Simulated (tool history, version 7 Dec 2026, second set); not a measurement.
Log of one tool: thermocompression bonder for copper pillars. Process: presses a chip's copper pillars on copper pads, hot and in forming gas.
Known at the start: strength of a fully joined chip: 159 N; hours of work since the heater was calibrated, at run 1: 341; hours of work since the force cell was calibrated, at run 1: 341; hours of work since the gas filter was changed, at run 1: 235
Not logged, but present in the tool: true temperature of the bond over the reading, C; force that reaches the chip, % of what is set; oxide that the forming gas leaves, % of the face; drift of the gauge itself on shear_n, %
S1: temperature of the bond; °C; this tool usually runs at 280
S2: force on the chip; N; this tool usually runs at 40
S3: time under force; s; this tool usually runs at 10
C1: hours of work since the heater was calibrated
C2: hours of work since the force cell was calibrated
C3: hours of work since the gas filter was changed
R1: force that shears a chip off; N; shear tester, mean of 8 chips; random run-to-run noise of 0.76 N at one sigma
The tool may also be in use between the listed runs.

| run | hour | S1 | S2 | S3 | C1 | C2 | C3 | R1 |
|---|---|---|---|---|---|---|---|---|
| 1 | 0.0 | 280 | 40 | 10 | 341 | 341 | 235 | 117.5 |
| 2 | 14.6 | 280 | 40 | 10 | 351 | 351 | 246 | 117.3 |
| 3 | 24.0 | 280 | 40 | 10 | 358 | 358 | 253 | 117.4 |
|  | 29.3 | forming gas filter changed |
| 4 | 41.6 | 280 | 40 | 10 | 370 | 370 | 9 | 118.0 |
| 5 | 58.2 | 280 | 37 | 10 | 382 | 382 | 21 | 111.2 |
| 6 | 75.7 | 280 | 37 | 10 | 395 | 395 | 34 | 112.1 |
| 7 | 88.2 | 280 | 37 | 10 | 404 | 404 | 43 | 111.8 |
| 8 | 101.6 | 280 | 37 | 10 | 414 | 414 | 52 | 112.7 |
| 9 | 119.9 | 280 | 37 | 10 | 427 | 427 | 66 | 112.2 |

For run 10, what comes out?
| 10 | 133.9 | 280 | 37 | 10 | 437 | 437 | 76 | ? |

R1: 111.3 N
With no hidden state in the tool, this same run would have given R1 111.4 N.
